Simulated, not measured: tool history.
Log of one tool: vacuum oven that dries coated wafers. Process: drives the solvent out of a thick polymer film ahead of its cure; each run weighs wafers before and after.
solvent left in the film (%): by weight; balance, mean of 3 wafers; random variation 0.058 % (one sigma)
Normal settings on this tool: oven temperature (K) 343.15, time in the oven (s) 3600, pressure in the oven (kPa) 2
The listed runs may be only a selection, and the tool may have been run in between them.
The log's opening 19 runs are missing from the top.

{"run": 20, "hour": 558.1, "oven temperature (K)": 345.15, "time in the oven (s)": 2100, "pressure in the oven (kPa)": 5.2, "solvent left in the film (%)": 5.31}
{"run": 21, "hour": 576.2, "oven temperature (K)": 343.15, "time in the oven (s)": 3900, "pressure in the oven (kPa)": 2, "solvent left in the film (%)": 2.14}
{"run": 22, "hour": 604.4, "oven temperature (K)": 343.15, "time in the oven (s)": 3900, "pressure in the oven (kPa)": 2, "solvent left in the film (%)": 2.12}
{"run": 23, "hour": 635.9, "oven temperature (K)": 357.15, "time in the oven (s)": 1800, "pressure in the oven (kPa)": 3.57, "solvent left in the film (%)": 1.66}
{"run": 24, "hour": 675.1, "oven temperature (K)": 338.15, "time in the oven (s)": 3000, "pressure in the oven (kPa)": 1.72, "solvent left in the film (%)": 4.75}
{"run": 25, "hour": 707.3, "oven temperature (K)": 355.15, "time in the oven (s)": 2700, "pressure in the oven (kPa)": 1.1, "solvent left in the film (%)": 0.66}
{"run": 26, "hour": 744.9, "oven temperature (K)": 347.15, "time in the oven (s)": 6180, "pressure in the oven (kPa)": 1.68, "solvent left in the film (%)": 0.8}
{"run": 27, "hour": 783.0, "oven temperature (K)": 345.15, "time in the oven (s)": 6180, "pressure in the oven (kPa)": 1.68, "solvent left in the film (%)": 0.96}
{"run": 28, "hour": 820.5, "oven temperature (K)": 345.15, "time in the oven (s)": 6180, "pressure in the oven (kPa)": 1.68, "solvent left in the film (%)": 0.98}
{"run": 29, "hour": 838.3, "oven temperature (K)": 335.15, "time in the oven (s)": 3060, "pressure in the oven (kPa)": 3.75, "solvent left in the film (%)": 7.23}
{"run": 30, "hour": 865.3, "oven temperature (K)": 335.15, "time in the oven (s)": 3060, "pressure in the oven (kPa)": 3.75, "solvent left in the film (%)": 7.18}
{"run": 31, "hour": 901.7, "oven temperature (K)": 340.15, "time in the oven (s)": 3000, "pressure in the oven (kPa)": 1.59, "solvent left in the film (%)": 3.72}
{"run": 32, "hour": 919.5, "oven temperature (K)": 343.15, "time in the oven (s)": 4440, "pressure in the oven (kPa)": 2, "solvent left in the film (%)": 1.68}
{"run": 33, "hour": 942.1, "oven temperature (K)": 343.15, "time in the oven (s)": 4440, "pressure in the oven (kPa)": 2, "solvent left in the film (%)": 1.68}
{"run": 34, "hour": 959.5, "oven temperature (K)": 358.15, "time in the oven (s)": 2100, "pressure in the oven (kPa)": 1.58, "solvent left in the film (%)": 0.71}
{"run": 35, "hour": 997.0, "oven temperature (K)": 358.15, "time in the oven (s)": 2100, "pressure in the oven (kPa)": 1.58, "solvent left in the film (%)": 0.64}

Consider 3 possible next runs. They are alternatives, not a sequence: every one starts from the tool as it was left by run 35. What does each give?
{"run": "A", "hour": 1021.0, "oven temperature (K)": 332.15, "time in the oven (s)": 3600, "pressure in the oven (kPa)": 2, "solvent left in the film (%)": "?"}
{"run": "B", "hour": 1021.0, "oven temperature (K)": 358.15, "time in the oven (s)": 3420, "pressure in the oven (kPa)": 4.93, "solvent left in the film (%)": "?"}
{"run": "C", "hour": 1021.0, "oven temperature (K)": 338.15, "time in the oven (s)": 2100, "pressure in the oven (kPa)": 1.58, "solvent left in the film (%)": "?"}

run=A solvent_left_in_the_film_(%)=6.59
run=B solvent_left_in_the_film_(%)=1.35
run=C solvent_left_in_the_film_(%)=6.58
The same runs, with their run-to-run variation unchanged, on a tool lacking any hidden condition would have given:
run=A solvent_left_in_the_film_(%)=7.78
run=B solvent_left_in_the_film_(%)=1.46
run=C solvent_left_in_the_film_(%)=7.73
